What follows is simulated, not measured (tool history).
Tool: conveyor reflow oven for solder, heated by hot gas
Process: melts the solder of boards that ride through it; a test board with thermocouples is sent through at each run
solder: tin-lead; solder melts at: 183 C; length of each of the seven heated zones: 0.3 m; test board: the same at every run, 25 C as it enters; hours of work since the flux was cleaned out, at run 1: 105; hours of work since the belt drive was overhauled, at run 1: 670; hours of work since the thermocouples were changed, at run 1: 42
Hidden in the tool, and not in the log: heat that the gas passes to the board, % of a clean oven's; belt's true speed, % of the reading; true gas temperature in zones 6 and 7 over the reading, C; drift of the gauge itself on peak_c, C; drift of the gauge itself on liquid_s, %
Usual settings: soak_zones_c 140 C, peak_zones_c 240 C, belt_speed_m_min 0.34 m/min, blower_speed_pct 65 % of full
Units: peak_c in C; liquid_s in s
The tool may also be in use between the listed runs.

| run | hour | soak_zones_c | peak_zones_c | belt_speed_m_min | blower_speed_pct | hours of work since the flux was cleaned out | hours of work since the belt drive was overhauled | hours of work since the thermocouples were changed | peak_c | liquid_s |
|---|---|---|---|---|---|---|---|---|---|---|
| 1 | 0 | 140 | 240 | 0.34 | 65 | 105 | 670 | 42 | 225.2 | 89.2 |
| 2 | 37.9 | 140 | 240 | 0.34 | 65 | 133 | 698 | 70 | 225 | 88.9 |
| 3 | 80.6 | 140 | 251 | 0.34 | 65 | 165 | 729 | 102 | 235 | 96.8 |
| 4 | 114.3 | 140 | 251 | 0.34 | 65 | 190 | 754 | 126 | 234.9 | 96.7 |
| 5 | 161.4 | 140 | 251 | 0.34 | 65 | 224 | 789 | 161 | 234.9 | 96.3 |
| 6 | 209.2 | 126 | 240 | 0.34 | 65 | 259 | 824 | 196 | 222.1 | 79.7 |
| 7 | 248.5 | 126 | 240 | 0.34 | 65 | 288 | 853 | 225 | 222 | 79.8 |
| 8 | 285.2 | 126 | 240 | 0.34 | 65 | 315 | 880 | 252 | 221.6 | 79.4 |
| 9 | 307.5 | 140 | 240 | 0.34 | 65 | 332 | 896 | 269 | 224.2 | 87.8 |
|  | 330 | flux residue cleaned out of gas plates and filters |
| 10 | 337.2 | 140 | 240 | 0.34 | 55 | 5 | 914 | 287 | 224.5 | 88.6 |
| 11 | 359.4 | 130 | 240 | 0.34 | 65 | 22 | 931 | 303 | 225.1 | 85 |
| 12 | 403.1 | 140 | 246 | 0.34 | 65 | 54 | 963 | 335 | 232.1 | 94.8 |
| 13 | 433.8 | 140 | 246 | 0.34 | 65 | 76 | 985 | 358 | 232.2 | 94.8 |
| 14 | 469.8 | 140 | 246 | 0.34 | 65 | 103 | 1012 | 384 | 232 | 94.7 |
| 15 | 515.3 | 147 | 244 | 0.34 | 65 | 136 | 1045 | 418 | 231.2 | 97.5 |
|  | 521.3 | belt drive overhauled, speed set with a stopwatch |
| 16 | 547.8 | 140 | 247 | 0.34 | 65 | 157 | 20 | 439 | 232.4 | 95.6 |
| 17 | 580.4 | 140 | 247 | 0.34 | 65 | 181 | 43 | 463 | 232.5 | 95.7 |
| 18 | 626.9 | 143 | 241 | 0.382 | 78 | 216 | 78 | 497 | 226 | 81.5 |

The next listed run, before its measurement:
|  | 648.7 | belt drive overhauled, speed set with a stopwatch, once more |
| 19 | 672.8 | 143 | 241 | 0.382 | 78 | 247 | 18 | 528 | ? | ? |

{"run 19": {"peak_c": 225.5, "liquid_s": 79.9}}
Without the tool's hidden state the same run would have given peak_c 226.4 C, liquid_s 80.8 s.

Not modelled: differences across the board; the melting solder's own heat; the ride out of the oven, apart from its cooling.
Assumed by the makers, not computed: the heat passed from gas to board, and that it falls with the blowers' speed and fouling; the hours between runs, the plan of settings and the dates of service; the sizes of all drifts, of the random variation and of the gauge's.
